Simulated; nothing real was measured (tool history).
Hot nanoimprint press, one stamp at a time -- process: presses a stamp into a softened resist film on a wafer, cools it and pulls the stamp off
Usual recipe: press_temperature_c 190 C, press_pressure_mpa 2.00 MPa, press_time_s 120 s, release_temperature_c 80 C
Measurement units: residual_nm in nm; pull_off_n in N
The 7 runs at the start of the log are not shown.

| run | day | press_temperature_c | press_pressure_mpa | press_time_s | release_temperature_c | hours of work since the thermocouple was calibrated | imprints on the stamp's release coat | hours of work since the press's seals were changed | residual_nm | pull_off_n |
|---|---|---|---|---|---|---|---|---|---|---|
| 8 | 13.000 | 190 | 2.00 | 120 | 80 | 126 | 737 | 494 | 134.4 | 168 |
| 9 | 15.371 | 190 | 2.00 | 120 | 80 | 171 | 1085 | 538 | 133.1 | 171 |
| 10 | 17.475 | 190 | 2.00 | 120 | 80 | 210 | 1394 | 578 | 133.4 | 180 |
| 11 | 18.504 | 190 | 2.00 | 120 | 80 | 229 | 1545 | 597 | 133.5 | 174 |
|  | 20.921 | stamp cleaned and given a new release coat |
| 12 | 20.946 | 190 | 2.00 | 120 | 80 | 271 | 4 | 638 | 134.0 | 170 |
| 13 | 22.212 | 190 | 2.00 | 120 | 80 | 294 | 189 | 662 | 131.8 | 169 |
| 14 | 24.704 | 190 | 1.52 | 120 | 80 | 341 | 555 | 709 | 151.8 | 173 |
| 15 | 26.800 | 190 | 1.52 | 154 | 80 | 380 | 862 | 748 | 138.9 | 174 |
|  | 28.450 | plate thermocouple calibrated |
| 16 | 29.183 | 197 | 1.33 | 120 | 80 | 14 | 1193 | 790 | 123.6 | 176 |
| 17 | 30.562 | 191 | 1.33 | 116 | 80 | 40 | 1396 | 816 | 156.5 | 173 |
| 18 | 31.917 | 189 | 2.00 | 128 | 80 | 65 | 1594 | 842 | 135.3 | 173 |
| 19 | 33.038 | 197 | 2.17 | 229 | 69 | 86 | 1758 | 863 | 73.6 | 210 |
|  | 33.850 | stamp cleaned and given a new release coat |
| 20 | 34.529 | 187 | 2.17 | 229 | 75 | 109 | 100 | 886 | 113.9 | 190 |
| 21 | 35.875 | 196 | 2.00 | 120 | 80 | 135 | 298 | 911 | 105.6 | 178 |
| 22 | 37.704 | 190 | 2.79 | 169 | 80 | 169 | 566 | 946 | 98.9 | 168 |
| 23 | 39.633 | 190 | 2.67 | 169 | 80 | 205 | 849 | 982 | 101.8 | 170 |
| 24 | 40.646 | 187 | 2.41 | 153 | 74 | 224 | 997 | 1001 | 126.0 | 197 |
| 25 | 42.342 | 182 | 2.00 | 103 | 70 | 256 | 1246 | 1033 | 188.6 | 203 |
| 26 | 43.950 | 182 | 2.00 | 103 | 70 | 286 | 1481 | 1063 | 190.0 | 210 |
|  | 45.446 | press's hydraulic seals changed and the load cell set to zero |
| 27 | 46.042 | 186 | 2.00 | 92 | 70 | 319 | 1739 | 11 | 169.1 | 206 |
|  | 47.188 | stamp cleaned and given a new release coat |
| 28 | 48.500 | 197 | 1.44 | 68 | 68 | 361 | 193 | 53 | 147.4 | 207 |
| 29 | 49.767 | 202 | 1.56 | 120 | 80 | 384 | 379 | 76 | 95.1 | 177 |
|  | 51.238 | plate thermocouple calibrated |
| 30 | 51.442 | 186 | 2.35 | 160 | 85 | 4 | 606 | 105 | 130.3 | 165 |

3 options for the next run, each taken on its own from the tool as it stands now. Forecast them:
| A | 52.892 | 189 | 2.03 | 106 | 85 | 31 | 818 | 133 | ? | ? |
| B | 52.892 | 197 | 2.58 | 160 | 85 | 31 | 818 | 133 | ? | ? |
| C | 52.892 | 186 | 1.95 | 128 | 75 | 31 | 818 | 133 | ? | ? |

| run | residual_nm | pull_off_n |
|---|---|---|
| A | 143.6 | 159 |
| B | 78.4 | 159 |
| C | 154.4 | 195 |
Had the tool no hidden state, the same runs would have come out as:
| run | residual_nm | pull_off_n |
|---|---|---|
| A | 143.6 | 158 |
| B | 78.3 | 159 |
| C | 154.4 | 195 |
